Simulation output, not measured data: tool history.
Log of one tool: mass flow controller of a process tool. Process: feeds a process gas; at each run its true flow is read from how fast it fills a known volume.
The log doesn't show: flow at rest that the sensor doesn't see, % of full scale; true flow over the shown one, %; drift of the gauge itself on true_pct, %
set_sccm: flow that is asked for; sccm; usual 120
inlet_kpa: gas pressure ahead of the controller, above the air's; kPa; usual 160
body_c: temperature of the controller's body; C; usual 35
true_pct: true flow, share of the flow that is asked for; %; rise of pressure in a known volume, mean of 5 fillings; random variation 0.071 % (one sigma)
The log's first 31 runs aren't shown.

run     hour  set_sccm  inlet_kpa  body_c  hours of work since the controller was set to zero  hours of work since the controller was changed  true_pct
 32   7168.3        49        160      23                                                1861                                            8746    100.85
 33   7431.5       120        251      21                                                1981                                            8866    100.18
 34   7562.6        42        214      35                                                2041                                            8927    101.85
 35   7750.4        42        163      27                                                2127                                            9013    101.39
 36   8042.9        42        163      35                                                2261                                            9147    102.32
 37   8280.2        73        195      35                                                2370                                            9255    101.85
 38     8432       120        160      32                                                2439                                            9325    102.24
 39   8654.2       120        160      29                                                2541                                            9427    101.93
 40   8831.8        25        160      36                                                2623                                            9508    103.87
 41   8993.7       161        161      31                                                2697                                            9582    102.45
 42   9241.8       120        185      27                                                2810                                            9696    101.62
 43   9530.2       120        262      23                                                2943                                            9828    100.83
 44   9662.3        37        223      35                                                3003                                            9888    102.68
 45   9885.1       112        164      31                                                3105                                            9990    102.31
 46  10034.8       163        163      25                                                3174                                           10059    102.36
 47  10209.6       163        163      25                                                3254                                           10139     102.3
 48  10346.3        65        159      26                                                3316                                           10202       102
 49  10501.8        73        173      24                                                3388                                           10273    101.65

3 ways to go on from here, each from the tool as it stands after run 49. What would each give?
  A  10747.7       120        160      31                                                3500                                           10386         ?
  B  10747.7        38        160      32                                                3500                                           10386         ?
  C  10747.7        35        148      29                                                3500                                           10386         ?

run  true_pct
  A    102.47
  B    103.44
  C    103.42
Without the tool's hidden state the same runs would have given:
run  true_pct
  A     99.47
  B     98.32
  C     98.04
